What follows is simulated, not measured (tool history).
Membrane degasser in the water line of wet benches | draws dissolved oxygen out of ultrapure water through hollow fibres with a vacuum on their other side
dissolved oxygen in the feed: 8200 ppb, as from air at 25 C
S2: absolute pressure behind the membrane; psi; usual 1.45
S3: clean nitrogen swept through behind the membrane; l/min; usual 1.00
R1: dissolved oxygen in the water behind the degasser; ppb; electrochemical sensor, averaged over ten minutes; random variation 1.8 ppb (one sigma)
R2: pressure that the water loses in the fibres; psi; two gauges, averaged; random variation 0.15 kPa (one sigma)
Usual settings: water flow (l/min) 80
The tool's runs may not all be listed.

{"run": 1, "day": 0.0, "water flow (l/min)": 80, "S2": 1.45, "S3": 1.0, "R1": 859.2, "R2": 6.271}
{"run": 2, "day": 13.021, "water flow (l/min)": 80, "S2": 1.45, "S3": 2.71, "R1": 425.4, "R2": 6.255}
{"run": 3, "day": 25.821, "water flow (l/min)": 80, "S2": 1.45, "S3": 2.71, "R1": 426.6, "R2": 6.218}
{"run": 4, "day": 33.162, "water flow (l/min)": 80, "S2": 1.45, "S3": 2.22, "R1": 495.6, "R2": 6.258}
{"run": 5, "day": 41.058, "water flow (l/min)": 80, "S2": 2.25, "S3": 2.22, "R1": 848.6, "R2": 6.261}
{"run": 6, "day": 50.146, "water flow (l/min)": 80, "S2": 2.25, "S3": 2.22, "R1": 850.6, "R2": 6.221}
{"run": 7, "day": 58.262, "water flow (l/min)": 80, "S2": 3.5, "S3": 2.22, "R1": 1341.5, "R2": 6.27}
{"run": 8, "day": 67.962, "water flow (l/min)": 55, "S2": 3.5, "S3": 2.22, "R1": 1009.7, "R2": 4.318}
{"run": 9, "day": 74.012, "water flow (l/min)": 55, "S2": 3.5, "S3": 2.22, "R1": 1009.7, "R2": 4.316}
{"day": 74.721, "done": "seals of the vacuum lines changed"}
{"run": 10, "day": 85.629, "water flow (l/min)": 55, "S2": 3.5, "S3": 2.22, "R1": 1006.3, "R2": 4.287}
{"run": 11, "day": 98.442, "water flow (l/min)": 55, "S2": 3.5, "S3": 2.22, "R1": 1009.0, "R2": 4.302}
{"run": 12, "day": 104.229, "water flow (l/min)": 80, "S2": 1.45, "S3": 0.65, "R1": 1103.9, "R2": 6.235}
{"run": 13, "day": 112.567, "water flow (l/min)": 80, "S2": 1.45, "S3": 1.0, "R1": 859.7, "R2": 6.231}
{"run": 14, "day": 123.838, "water flow (l/min)": 80, "S2": 1.45, "S3": 1.0, "R1": 859.7, "R2": 6.299}
{"run": 15, "day": 130.675, "water flow (l/min)": 80, "S2": 1.45, "S3": 1.05, "R1": 833.7, "R2": 6.284}
{"run": 16, "day": 137.446, "water flow (l/min)": 80, "S2": 1.45, "S3": 1.0, "R1": 859.0, "R2": 6.283}
{"run": 17, "day": 143.458, "water flow (l/min)": 80, "S2": 1.45, "S3": 1.0, "R1": 862.1, "R2": 6.274}
{"run": 18, "day": 156.712, "water flow (l/min)": 59, "S2": 2.64, "S3": 1.22, "R1": 1231.4, "R2": 4.634}
{"run": 19, "day": 167.938, "water flow (l/min)": 76, "S2": 1.0, "S3": 0.78, "R1": 551.9, "R2": 5.955}
{"run": 20, "day": 181.342, "water flow (l/min)": 96, "S2": 2.34, "S3": 1.0, "R1": 1696.2, "R2": 7.482}
{"run": 21, "day": 193.138, "water flow (l/min)": 127, "S2": 3.02, "S3": 1.0, "R1": 2559.0, "R2": 9.916}
{"run": 22, "day": 204.304, "water flow (l/min)": 80, "S2": 3.63, "S3": 0.65, "R1": 2905.0, "R2": 6.244}
{"run": 23, "day": 217.488, "water flow (l/min)": 80, "S2": 3.63, "S3": 0.65, "R1": 2903.1, "R2": 6.273}
{"day": 218.412, "done": "vacuum gauge calibrated"}
{"run": 24, "day": 224.275, "water flow (l/min)": 61, "S2": 2.15, "S3": 0.65, "R1": 1500.5, "R2": 4.824}

Forecast run 25:
{"run": 25, "day": 232.196, "water flow (l/min)": 51, "S2": 2.15, "S3": 0.65, "R1": "?", "R2": "?"}

Run 25 gave R1 1347.8 ppb, R2 3.980 psi.
Without the tool's hidden state the same run would have given R1 1347.8 ppb, R2 3.978 psi.

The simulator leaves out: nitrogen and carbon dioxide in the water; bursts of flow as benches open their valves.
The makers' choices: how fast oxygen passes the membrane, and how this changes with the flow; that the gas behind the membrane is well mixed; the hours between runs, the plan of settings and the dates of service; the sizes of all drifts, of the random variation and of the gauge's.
